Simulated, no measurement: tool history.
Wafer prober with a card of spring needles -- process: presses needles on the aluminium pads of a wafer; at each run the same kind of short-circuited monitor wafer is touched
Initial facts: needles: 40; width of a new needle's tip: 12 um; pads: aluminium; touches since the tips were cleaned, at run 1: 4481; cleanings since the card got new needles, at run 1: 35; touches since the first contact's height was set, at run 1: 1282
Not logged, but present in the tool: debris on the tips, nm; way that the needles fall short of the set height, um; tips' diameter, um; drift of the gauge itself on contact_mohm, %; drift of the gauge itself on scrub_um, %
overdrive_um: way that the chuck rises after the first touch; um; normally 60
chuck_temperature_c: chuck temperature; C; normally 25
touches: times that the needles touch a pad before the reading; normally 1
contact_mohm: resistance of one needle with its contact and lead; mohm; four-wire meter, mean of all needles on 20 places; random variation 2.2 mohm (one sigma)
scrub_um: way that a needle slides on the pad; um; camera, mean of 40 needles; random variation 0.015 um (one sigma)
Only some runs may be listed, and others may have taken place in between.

run   hour  overdrive_um  chuck_temperature_c  touches  touches since the tips were cleaned  cleanings since the card got new needles  touches since the first contact's height was set  contact_mohm  scrub_um
  1    0.0            60                   25        1                                 4481                                        35                                              1282           424     16.34
       9.6  -- tips cleaned on abrasive film
  2   13.3            60                   25        1                                  835                                        36                                              4277           319     16.30
      37.9  -- tips cleaned on abrasive film
  3   38.0            60                   25        1                                   20                                        37                                              9864           275     16.30
  4   58.9            60                   33        1                                 4744                                        37                                             14588           446     16.28
      68.5  -- tips cleaned on abrasive film
  5   86.4            60                   25        1                                 4063                                        38                                             20806           428     16.27
      98.3  -- tips cleaned on abrasive film
  6  115.5            61                   25        1                                 3901                                        39                                             27387           419     16.53
     127.0  -- tips cleaned on abrasive film
  7  144.8            61                   25        1                                 4057                                        40                                             34023           426     16.55
     155.7  -- tips cleaned on abrasive film
  8  157.7            61                   25        1                                  447                                        41                                             36907           292     16.48
     186.5  -- tips cleaned on abrasive film
  9  189.0            60                   25        1                                  581                                        42                                             43999           314     16.22
 10  202.6            60                   25        1                                 3663                                        42                                             47081           432     16.23
     215.4  -- tips cleaned on abrasive film
 11  229.0            60                   25        1                                 3071                                        43                                             53036           397     16.23
     244.1  -- tips cleaned on abrasive film
 12  252.0            60                   25        1                                 1787                                        44                                             58237           356     16.18
     273.2  -- tips cleaned on abrasive film
 13  276.3            60                   25        1                                  712                                        45                                             63732           313     16.17
     301.7  -- tips cleaned on abrasive film
 14  304.5            60                   25        1                                  617                                        46                                             70092           313     16.19
 15  324.9            60                   25        1                                 5255                                        46                                             74730           465     16.19
     332.2  -- tips cleaned on abrasive film
 16  351.6            60                   25        1                                 4403                                        47                                             80759           431     16.16
     360.8  -- tips cleaned on abrasive film
 17  369.7            60                   25        1                                 2013                                        48                                             84836           361     16.17
 18  384.8            62                  101        2                                 5440                                        48                                             88263           372     16.70
     389.2  -- tips cleaned on abrasive film
 19  407.7            62                  101        2                                 4190                                        49                                             93435           366     16.64
     418.6  -- tips cleaned on abrasive film
 20  435.2            62                  101        2                                 3764                                        50                                             99652           356     16.66
     448.8  -- tips cleaned on abrasive film
 21  448.9            62                  101        2                                   16                                        51                                            102734           280     16.66
 22  473.8            66                   97        1                                 5676                                        51                                            108394           441     17.72
     478.1  -- tips cleaned on abrasive film
 23  487.3            77                   66        3                                 2069                                        52                                            111424           286     20.71
     508.7  -- tips cleaned on abrasive film
 24  515.8            65                   45        1                                 1614                                        53                                            117885           347     17.43
 25  528.8            65                   45        1                                 4552                                        53                                            120823           434     17.43
     537.8  -- tips cleaned on abrasive film
     546.4  -- height of the first contact set anew
 26  546.7            55                   28        2                                 1946                                        54                                                62           325     14.93
     568.5  -- tips cleaned on abrasive film
 27  574.9            48                   25        1                                 1444                                        55                                              6438           366     13.02
 28  589.1            48                   25        1                                 4663                                        55                                              9657           534     13.04
     598.0  -- tips cleaned on abrasive film
 29  610.9            48                   25        1                                 2919                                        56                                             14573           472     13.04
 30  626.0            60                  125        1                                 6346                                        56                                             18000           476     16.27
     627.6  -- tips cleaned on abrasive film
 31  655.6            60                  125        1                                 6332                                        57                                             24686           480     16.28
     658.3  -- tips cleaned on abrasive film
 32  678.4            60                   25        1                                 4559                                        58                                             29854           448     16.27
     688.8  -- tips cleaned on abrasive film
 33  696.2            41                   25        2                                 1696                                        59                                             33865           376     11.10

Below, some changes in contact_mohm between adjacent runs. For each, the amount present without the hidden state too (settings, incoming material, random variation) and the amount remaining for the hidden state with gauge scatter not shared by both compared results:
Run 3 -> 4: chuck_temperature_c 25 -> 33. contact_mohm +171 mohm: hidden state +170, all else +1.
Run 21 -> 22: overdrive_um 62 -> 66, chuck_temperature_c 101 -> 97, touches 2 -> 1. contact_mohm +161 mohm: hidden state +161, all else +0.
Run 27 -> 28: no setting changed, nothing entered. contact_mohm +168 mohm: hidden state +162, all else +6.

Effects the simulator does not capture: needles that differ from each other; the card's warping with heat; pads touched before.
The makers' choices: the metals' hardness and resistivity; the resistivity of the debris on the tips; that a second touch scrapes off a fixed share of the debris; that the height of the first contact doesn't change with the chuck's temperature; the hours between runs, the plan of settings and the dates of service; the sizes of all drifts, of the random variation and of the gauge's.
